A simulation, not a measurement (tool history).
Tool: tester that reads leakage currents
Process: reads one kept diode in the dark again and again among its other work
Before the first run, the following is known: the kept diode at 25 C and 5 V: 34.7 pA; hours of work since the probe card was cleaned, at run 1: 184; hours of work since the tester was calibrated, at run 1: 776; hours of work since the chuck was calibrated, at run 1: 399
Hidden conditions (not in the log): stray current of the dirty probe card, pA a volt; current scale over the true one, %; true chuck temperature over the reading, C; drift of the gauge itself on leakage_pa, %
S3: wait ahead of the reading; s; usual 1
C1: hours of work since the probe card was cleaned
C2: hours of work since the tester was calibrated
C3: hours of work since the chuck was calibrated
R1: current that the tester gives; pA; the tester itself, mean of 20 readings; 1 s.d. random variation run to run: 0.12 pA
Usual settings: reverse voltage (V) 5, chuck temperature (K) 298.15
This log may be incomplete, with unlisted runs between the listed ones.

run 1 hour=0 | reverse_voltage_(V)=5 chuck_temperature_(K)=298.15 S3=1 | C1=184 C2=776 C3=399 | R1=40.72
run 2 hour=24.4 | reverse_voltage_(V)=8.12 chuck_temperature_(K)=298.15 S3=1 | C1=197 C2=789 C3=412 | R1=49.17
run 3 hour=39.9 | reverse_voltage_(V)=5 chuck_temperature_(K)=304.15 S3=1 | C1=205 C2=797 C3=421 | R1=62.29
run 4 hour=55.8 | reverse_voltage_(V)=5 chuck_temperature_(K)=304.15 S3=1 | C1=214 C2=806 C3=429 | R1=62.15
run 5 hour=71.5 | reverse_voltage_(V)=5 chuck_temperature_(K)=298.15 S3=1 | C1=222 C2=814 C3=437 | R1=40.98
run 6 hour=90.2 | reverse_voltage_(V)=5 chuck_temperature_(K)=319.15 S3=1 | C1=232 C2=824 C3=447 | R1=168.37
run 7 hour=107.7 | reverse_voltage_(V)=5 chuck_temperature_(K)=319.15 S3=1 | C1=242 C2=834 C3=457 | R1=169.41
run 8 hour=134.2 | reverse_voltage_(V)=5 chuck_temperature_(K)=319.15 S3=1 | C1=256 C2=848 C3=471 | R1=170.16
run 9 hour=157.5 | reverse_voltage_(V)=5 chuck_temperature_(K)=298.15 S3=1.25 | C1=268 C2=860 C3=483 | R1=41.55
run 10 hour=185.4 | reverse_voltage_(V)=4.22 chuck_temperature_(K)=298.15 S3=0.54 | C1=283 C2=875 C3=498 | R1=40.69
run 11 hour=213.2 | reverse_voltage_(V)=7.91 chuck_temperature_(K)=296.15 S3=8.39 | C1=298 C2=890 C3=513 | R1=41.29
run 12 hour=231.6 | reverse_voltage_(V)=7.91 chuck_temperature_(K)=296.15 S3=8.39 | C1=308 C2=900 C3=523 | R1=41.64
run 13 hour=260.6 | reverse_voltage_(V)=3.56 chuck_temperature_(K)=294.15 S3=0.41 | C1=323 C2=915 C3=539 | R1=29.75
run 14 hour=293.4 | reverse_voltage_(V)=12.07 chuck_temperature_(K)=320.15 S3=0.41 | C1=341 C2=933 C3=556 | R1=254.9
run 15 hour=324.2 | reverse_voltage_(V)=12.07 chuck_temperature_(K)=320.15 S3=0.41 | C1=357 C2=949 C3=573 | R1=259.9
run 16 hour=338.1 | reverse_voltage_(V)=12.07 chuck_temperature_(K)=320.15 S3=0.41 | C1=365 C2=957 C3=580 | R1=259.12
run 17 hour=359.3 | reverse_voltage_(V)=12.07 chuck_temperature_(K)=320.15 S3=1.88 | C1=376 C2=968 C3=591 | R1=250.5

Some steps in R1, run to run, broken into two amounts with sign: the step expected even without the hidden condition (settings, incoming material, random variation), and the rest, left for the hidden condition together with whatever gauge scatter is not in both the measured and the hidden-condition-free result:
Run 13 -> 14: reverse voltage (V) 3.56 -> 12.07, chuck temperature (K) 294.15 -> 320.15. R1 +225.15 pA: hidden state +26.13, all else +199.02.
